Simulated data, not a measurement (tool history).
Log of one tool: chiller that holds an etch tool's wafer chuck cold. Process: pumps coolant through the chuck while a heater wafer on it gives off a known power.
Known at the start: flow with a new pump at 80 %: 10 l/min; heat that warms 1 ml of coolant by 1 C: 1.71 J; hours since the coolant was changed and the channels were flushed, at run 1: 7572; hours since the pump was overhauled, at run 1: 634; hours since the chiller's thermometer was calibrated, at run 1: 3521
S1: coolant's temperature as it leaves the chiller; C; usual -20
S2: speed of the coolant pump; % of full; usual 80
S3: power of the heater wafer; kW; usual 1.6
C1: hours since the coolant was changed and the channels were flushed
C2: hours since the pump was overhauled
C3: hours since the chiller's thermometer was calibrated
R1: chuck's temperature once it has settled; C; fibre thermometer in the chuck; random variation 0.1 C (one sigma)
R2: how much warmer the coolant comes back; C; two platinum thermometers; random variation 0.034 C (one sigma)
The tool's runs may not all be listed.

run,hour,S1,S2,S3,C1,C2,C3,R1,R2
1,0,-20,80,1.6,7572,634,3521,-1.3,5.75
2,121.7,-20,80,1.6,7693,756,3643,-1.3,5.81
3,252.2,-20,80,1.029,7824,886,3774,-8,3.7
# hour 322.7: coolant changed, channels flushed
4,469.6,-20,63,1.6,147,1097,3985,0.4,7.32
5,576.2,-21,80,1.6,254,1204,4092,-3.6,5.73
6,679,-21,80,1.6,356,1307,4194,-3.7,5.83
7,818.9,-20,80,1.599,496,1447,4334,-2.6,5.75
8,1036.8,-20,80,1.599,714,1665,4552,-2.6,5.85
9,1261.3,-20,97,0.975,939,1889,4777,-10.7,3.03
10,1409,-21,81,0.975,1086,2037,4924,-10.5,3.54
11,1529.1,-24,87,2.264,1206,2157,5045,-0.3,7.65
12,1710.3,-20,83,1.6,1388,2338,5226,-2.7,5.68
13,1832.3,-15,91,1.047,1510,2460,5348,-4.5,3.45
14,2038.1,-29,80,1.333,1715,2666,5554,-14.1,5.04
15,2213.6,-27,80,1.293,1891,2841,5729,-12.4,4.83
# hour 2361: chiller's thermometer calibrated
16,2444.7,-28,63,1.396,2121,3072,84,-9.4,6.59

Forecast each of these 5 alternatives for the next run:
A,2573.8,-22,80,1.6,2250,3201,213,?,?
B,2573.8,-20,80,1.393,2250,3201,213,?,?
C,2573.8,-15,83,0.96,2250,3201,213,?,?
D,2573.8,-19,63,1.336,2250,3201,213,?,?
E,2573.8,-20,65,1.6,2250,3201,213,?,?

run,R1,R2
A,-3.9,5.98
B,-4,5.13
C,-4.5,3.44
D,-1.3,6.32
E,0.8,7.37
Without the tool's hidden state the same runs would have given:
run,R1,R2
A,-5.2,5.6
B,-5.1,4.81
C,-5.2,3.22
D,-2.5,5.93
E,-0.6,6.91
